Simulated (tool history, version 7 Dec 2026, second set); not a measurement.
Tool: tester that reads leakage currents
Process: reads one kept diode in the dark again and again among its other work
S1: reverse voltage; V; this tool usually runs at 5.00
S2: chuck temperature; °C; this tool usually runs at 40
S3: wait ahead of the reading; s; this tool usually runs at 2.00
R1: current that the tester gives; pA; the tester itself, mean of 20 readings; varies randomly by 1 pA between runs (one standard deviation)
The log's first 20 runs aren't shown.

{"run": 21, "hour": 3185.0, "S1": 1.09, "S2": 21, "S3": 7.25, "R1": 30.69}
{"run": 22, "hour": 3302.4, "S1": 5.0, "S2": 34, "S3": 2.0, "R1": 203.82}
{"run": 23, "hour": 3450.9, "S1": 5.0, "S2": 34, "S3": 2.0, "R1": 203.93}
{"hour": 3551.4, "done": "chuck's temperature calibrated"}
{"run": 24, "hour": 3578.7, "S1": 9.55, "S2": 44, "S3": 2.0, "R1": 652.47}
{"run": 25, "hour": 3745.8, "S1": 5.0, "S2": 24, "S3": 2.0, "R1": 106.86}
{"run": 26, "hour": 3865.8, "S1": 7.84, "S2": 36, "S3": 6.58, "R1": 332.94}
{"run": 27, "hour": 4012.7, "S1": 7.84, "S2": 36, "S3": 6.58, "R1": 333.23}
{"run": 28, "hour": 4232.2, "S1": 7.84, "S2": 25, "S3": 0.73, "R1": 152.29}
{"run": 29, "hour": 4466.8, "S1": 5.0, "S2": 40, "S3": 7.43, "R1": 332.36}
{"run": 30, "hour": 4584.3, "S1": 5.0, "S2": 25, "S3": 2.0, "R1": 113.83}
{"run": 31, "hour": 4801.9, "S1": 5.0, "S2": 30, "S3": 2.0, "R1": 163.55}
{"hour": 4987.2, "done": "probe card cleaned and baked"}
{"run": 32, "hour": 5039.7, "S1": 2.35, "S2": 40, "S3": 6.11, "R1": 206.61}
{"run": 33, "hour": 5223.5, "S1": 2.35, "S2": 40, "S3": 6.11, "R1": 205.67}
{"run": 34, "hour": 5396.6, "S1": 2.35, "S2": 40, "S3": 6.11, "R1": 205.35}
{"run": 35, "hour": 5542.7, "S1": 5.71, "S2": 37, "S3": 2.0, "R1": 280.5}
{"run": 36, "hour": 5709.8, "S1": 5.71, "S2": 37, "S3": 2.0, "R1": 280.33}
{"run": 37, "hour": 5936.6, "S1": 2.5, "S2": 40, "S3": 3.04, "R1": 208.88}
{"run": 38, "hour": 6128.2, "S1": 17.65, "S2": 36, "S3": 0.47, "R1": 512.61}

Consider 3 possible next runs. They are alternatives, not a sequence: every one starts from the tool as it was left by run 38. What does each give?
{"run": "A", "hour": 6341.3, "S1": 9.69, "S2": 36, "S3": 0.47, "R1": "?"}
{"run": "B", "hour": 6341.3, "S1": 5.84, "S2": 42, "S3": 2.72, "R1": "?"}
{"run": "C", "hour": 6341.3, "S1": 17.65, "S2": 33, "S3": 0.57, "R1": "?"}

run=A R1=356.95
run=B R1=398.43
run=C R1=415.07
With no hidden state in the tool, these same runs would have given:
run=A R1=381.46
run=B R1=428.24
run=C R1=439.93
